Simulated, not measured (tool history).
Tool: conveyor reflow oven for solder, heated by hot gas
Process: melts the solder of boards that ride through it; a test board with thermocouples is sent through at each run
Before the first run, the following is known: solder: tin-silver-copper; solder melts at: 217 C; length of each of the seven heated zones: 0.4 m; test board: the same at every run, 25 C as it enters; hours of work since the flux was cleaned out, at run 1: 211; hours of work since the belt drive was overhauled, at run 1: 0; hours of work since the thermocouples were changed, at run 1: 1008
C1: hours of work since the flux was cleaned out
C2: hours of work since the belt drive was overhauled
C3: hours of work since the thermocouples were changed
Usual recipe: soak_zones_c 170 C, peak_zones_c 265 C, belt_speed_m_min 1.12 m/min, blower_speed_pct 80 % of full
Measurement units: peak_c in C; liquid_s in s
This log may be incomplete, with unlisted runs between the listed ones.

run 1 day=0.000 | soak_zones_c=170 peak_zones_c=265 belt_speed_m_min=1.12 blower_speed_pct=80 | C1=211 C2=0 C3=1008 | peak_c=246.5 liquid_s=28.1
run 2 day=1.179 | soak_zones_c=170 peak_zones_c=265 belt_speed_m_min=1.27 blower_speed_pct=80 | C1=228 C2=17 C3=1025 | peak_c=241.7 liquid_s=21.6
run 3 day=2.054 | soak_zones_c=170 peak_zones_c=265 belt_speed_m_min=1.27 blower_speed_pct=80 | C1=240 C2=30 C3=1037 | peak_c=241.6 liquid_s=21.3
run 4 day=3.842 | soak_zones_c=170 peak_zones_c=256 belt_speed_m_min=1.12 blower_speed_pct=80 | C1=266 C2=55 C3=1063 | peak_c=238.2 liquid_s=23.6
run 5 day=5.254 | soak_zones_c=170 peak_zones_c=256 belt_speed_m_min=0.94 blower_speed_pct=80 | C1=286 C2=76 C3=1083 | peak_c=243.8 liquid_s=33.1
run 6 day=6.138 | soak_zones_c=170 peak_zones_c=256 belt_speed_m_min=0.94 blower_speed_pct=80 | C1=299 C2=88 C3=1096 | peak_c=243.6 liquid_s=33.0
run 7 day=7.850 | soak_zones_c=170 peak_zones_c=265 belt_speed_m_min=1.12 blower_speed_pct=80 | C1=323 C2=113 C3=1121 | peak_c=245.1 liquid_s=27.0
run 8 day=9.358 | soak_zones_c=170 peak_zones_c=265 belt_speed_m_min=1.12 blower_speed_pct=80 | C1=345 C2=135 C3=1142 | peak_c=245.6 liquid_s=26.9
run 9 day=10.154 | soak_zones_c=170 peak_zones_c=265 belt_speed_m_min=1.12 blower_speed_pct=80 | C1=357 C2=146 C3=1154 | peak_c=244.7 liquid_s=27.8
run 10 day=11.329 | soak_zones_c=170 peak_zones_c=265 belt_speed_m_min=1.12 blower_speed_pct=80 | C1=373 C2=163 C3=1171 | peak_c=245.0 liquid_s=27.3
run 11 day=12.142 | soak_zones_c=170 peak_zones_c=265 belt_speed_m_min=1.12 blower_speed_pct=80 | C1=385 C2=175 C3=1182 | peak_c=244.9 liquid_s=27.2
run 12 day=12.879 | soak_zones_c=170 peak_zones_c=265 belt_speed_m_min=1.12 blower_speed_pct=80 | C1=396 C2=185 C3=1193 | peak_c=244.5 liquid_s=26.7
run 13 day=14.342 | soak_zones_c=170 peak_zones_c=265 belt_speed_m_min=1.12 blower_speed_pct=80 | C1=417 C2=206 C3=1214 | peak_c=244.7 liquid_s=26.2
-- day=15.333 flux residue cleaned out of gas plates and filters
run 14 day=16.004 | soak_zones_c=170 peak_zones_c=265 belt_speed_m_min=1.12 blower_speed_pct=80 | C1=10 C2=227 C3=1235 | peak_c=248.7 liquid_s=29.5
run 15 day=16.800 | soak_zones_c=170 peak_zones_c=265 belt_speed_m_min=1.27 blower_speed_pct=80 | C1=21 C2=239 C3=1246 | peak_c=244.2 liquid_s=23.1
run 16 day=17.833 | soak_zones_c=170 peak_zones_c=264 belt_speed_m_min=1.08 blower_speed_pct=80 | C1=36 C2=253 C3=1261 | peak_c=248.9 liquid_s=31.3
run 17 day=19.471 | soak_zones_c=170 peak_zones_c=264 belt_speed_m_min=1.08 blower_speed_pct=80 | C1=59 C2=277 C3=1285 | peak_c=248.5 liquid_s=30.6
run 18 day=21.158 | soak_zones_c=165 peak_zones_c=262 belt_speed_m_min=1.31 blower_speed_pct=85 | C1=84 C2=301 C3=1309 | peak_c=239.7 liquid_s=19.1
run 19 day=22.204 | soak_zones_c=160 peak_zones_c=265 belt_speed_m_min=0.94 blower_speed_pct=80 | C1=99 C2=316 C3=1324 | peak_c=252.2 liquid_s=36.1
run 20 day=23.179 | soak_zones_c=176 peak_zones_c=262 belt_speed_m_min=0.99 blower_speed_pct=66 | C1=113 C2=330 C3=1338 | peak_c=247.5 liquid_s=34.5
run 21 day=24.417 | soak_zones_c=176 peak_zones_c=265 belt_speed_m_min=1.20 blower_speed_pct=56 | C1=131 C2=348 C3=1356 | peak_c=238.7 liquid_s=21.9
run 22 day=26.171 | soak_zones_c=170 peak_zones_c=257 belt_speed_m_min=1.15 blower_speed_pct=62 | C1=156 C2=373 C3=1381 | peak_c=235.7 liquid_s=20.4
run 23 day=27.542 | soak_zones_c=170 peak_zones_c=259 belt_speed_m_min=1.04 blower_speed_pct=69 | C1=176 C2=393 C3=1401 | peak_c=242.0 liquid_s=28.1
run 24 day=28.858 | soak_zones_c=157 peak_zones_c=278 belt_speed_m_min=0.96 blower_speed_pct=68 | C1=194 C2=412 C3=1420 | peak_c=258.7 liquid_s=37.1
-- day=29.975 thermocouples of zones 6 and 7 changed
run 25 day=30.679 | soak_zones_c=157 peak_zones_c=278 belt_speed_m_min=0.96 blower_speed_pct=68 | C1=219 C2=437 C3=10 | peak_c=256.1 liquid_s=36.2
run 26 day=32.012 | soak_zones_c=157 peak_zones_c=278 belt_speed_m_min=0.96 blower_speed_pct=68 | C1=239 C2=456 C3=29 | peak_c=256.5 liquid_s=35.8
run 27 day=32.746 | soak_zones_c=157 peak_zones_c=278 belt_speed_m_min=0.96 blower_speed_pct=68 | C1=249 C2=467 C3=40 | peak_c=256.2 liquid_s=36.0
run 28 day=34.508 | soak_zones_c=178 peak_zones_c=256 belt_speed_m_min=1.20 blower_speed_pct=64 | C1=274 C2=492 C3=65 | peak_c=233.5 liquid_s=19.0
run 29 day=35.496 | soak_zones_c=178 peak_zones_c=262 belt_speed_m_min=1.20 blower_speed_pct=85 | C1=289 C2=506 C3=79 | peak_c=243.0 liquid_s=25.8
run 30 day=37.062 | soak_zones_c=178 peak_zones_c=256 belt_speed_m_min=1.20 blower_speed_pct=85 | C1=311 C2=529 C3=102 | peak_c=238.0 liquid_s=22.8

4 options for the next run, each taken on its own from the tool as it stands now. Forecast them:
run A day=38.812 | soak_zones_c=178 peak_zones_c=256 belt_speed_m_min=1.22 blower_speed_pct=85 | C1=336 C2=554 C3=127 | peak_c=? liquid_s=?
run B day=38.812 | soak_zones_c=170 peak_zones_c=258 belt_speed_m_min=1.29 blower_speed_pct=58 | C1=336 C2=554 C3=127 | peak_c=? liquid_s=?
run C day=38.812 | soak_zones_c=170 peak_zones_c=258 belt_speed_m_min=1.12 blower_speed_pct=80 | C1=336 C2=554 C3=127 | peak_c=? liquid_s=?
run D day=38.812 | soak_zones_c=163 peak_zones_c=265 belt_speed_m_min=1.12 blower_speed_pct=79 | C1=336 C2=554 C3=127 | peak_c=? liquid_s=?

run=A peak_c=237.1 liquid_s=22.0
run=B peak_c=226.7 liquid_s=10.6
run=C peak_c=237.1 liquid_s=23.9
run=D peak_c=242.7 liquid_s=24.3
Had the tool no hidden state, the same runs would have come out as:
run=A peak_c=239.3 liquid_s=23.6
run=B peak_c=229.0 liquid_s=12.7
run=C peak_c=239.2 liquid_s=25.4
run=D peak_c=245.2 liquid_s=25.7
